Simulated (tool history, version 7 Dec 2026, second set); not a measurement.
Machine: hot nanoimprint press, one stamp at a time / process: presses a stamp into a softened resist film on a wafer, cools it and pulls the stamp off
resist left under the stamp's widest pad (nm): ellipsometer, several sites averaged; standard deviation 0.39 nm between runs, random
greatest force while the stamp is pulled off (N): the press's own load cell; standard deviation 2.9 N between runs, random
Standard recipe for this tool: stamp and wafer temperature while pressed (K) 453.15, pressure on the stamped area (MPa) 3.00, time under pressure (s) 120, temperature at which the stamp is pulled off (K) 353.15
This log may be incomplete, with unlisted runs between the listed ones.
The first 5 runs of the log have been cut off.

run    hour  stamp and wafer temperature while pressed (K)  pressure on the stamped area (MPa)  time under pressure (s)  temperature at which the stamp is pulled off (K)  resist left under the stamp's widest pad (nm)  greatest force while the stamp is pulled off (N)
  6   197.1                                         453.15                                3.00                      120                                            339.15                                          161.0                                               172
  7   249.0                                         453.15                                3.00                      120                                            339.15                                          161.1                                               175
  8   312.3                                         453.15                                3.00                      120                                            339.15                                          161.3                                               176
      323.6  -- plate thermocouple calibrated
  9   373.1                                         453.15                                3.00                      120                                            339.15                                          160.9                                               174
      437.4  -- stamp cleaned and given a new release coat
 10   446.9                                         459.15                                3.00                      120                                            353.15                                          126.1                                               138
 11   481.1                                         459.15                                3.00                      120                                            353.15                                          126.1                                               138
 12   537.8                                         453.15                                3.00                      120                                            353.15                                          159.9                                               134
 13   590.4                                         453.15                                3.00                      120                                            353.15                                          159.4                                               141
      618.4  -- gauge calibrated
 14   651.4                                         453.15                                3.00                      120                                            353.15                                          162.7                                               144
 15   704.7                                         453.15                                3.00                      120                                            353.15                                          162.0                                               141
 16   747.8                                         463.15                                2.78                       75                                            353.15                                          137.8                                               140
      766.0  -- press's hydraulic seals changed and the load cell set to zero
 17   802.9                                         463.15                                2.78                       75                                            350.15                                          137.4                                               148
      819.5  -- stamp cleaned and given a new release coat
 18   869.0                                         452.15                                4.67                       85                                            350.15                                          154.2                                               135
 19   926.8                                         453.15                                2.30                       68                                            351.15                                          222.6                                               139
 20   964.7                                         457.15                                2.07                      120                                            355.15                                          163.8                                               132
 21  1015.5                                         457.15                                2.07                      120                                            355.15                                          163.7                                               133
 22  1066.9                                         453.15                                3.00                       65                                            353.15                                          199.8                                               135
 23  1123.6                                         453.15                                2.04                      118                                            353.15                                          192.6                                               146
     1144.6  -- plate thermocouple calibrated
 24  1167.3                                         453.15                                2.04                       60                                            353.15                                          240.5                                               138
     1200.3  -- stamp cleaned and given a new release coat
 25  1234.2                                         453.15                                2.04                       60                                            353.15                                          240.0                                               138
 26  1293.8                                         444.15                                2.39                      149                                            350.15                                          231.5                                               147
 27  1344.0                                         444.15                                2.58                      162                                            350.15                                          218.9                                               144
 28  1386.1                                         453.15                                4.24                      120                                            353.15                                          133.9                                               137
 29  1427.2                                         453.15                                3.00                      120                                            354.15                                          158.0                                               132
 30  1493.2                                         462.15                                4.34                      120                                            343.15                                           91.1                                               169

3 options for the next run, each taken on its own from the tool as it stands now. Forecast them:
  A  1554.4                                         462.15                                2.31                      175                                            343.15                                              ?                                                 ?
  B  1554.4                                         445.15                                3.00                      120                                            353.15                                              ?                                                 ?
  C  1554.4                                         453.15                                4.10                      120                                            353.15                                              ?                                                 ?

run  resist left under the stamp's widest pad (nm)  greatest force while the stamp is pulled off (N)
  A                                          109.0                                               168
  B                                          217.8                                               140
  C                                          135.9                                               139
With the hidden condition removed and each run's random variation left untouched, the same runs would have given:
run  resist left under the stamp's widest pad (nm)  greatest force while the stamp is pulled off (N)
  A                                          112.0                                               166
  B                                          223.8                                               138
  C                                          139.6                                               137

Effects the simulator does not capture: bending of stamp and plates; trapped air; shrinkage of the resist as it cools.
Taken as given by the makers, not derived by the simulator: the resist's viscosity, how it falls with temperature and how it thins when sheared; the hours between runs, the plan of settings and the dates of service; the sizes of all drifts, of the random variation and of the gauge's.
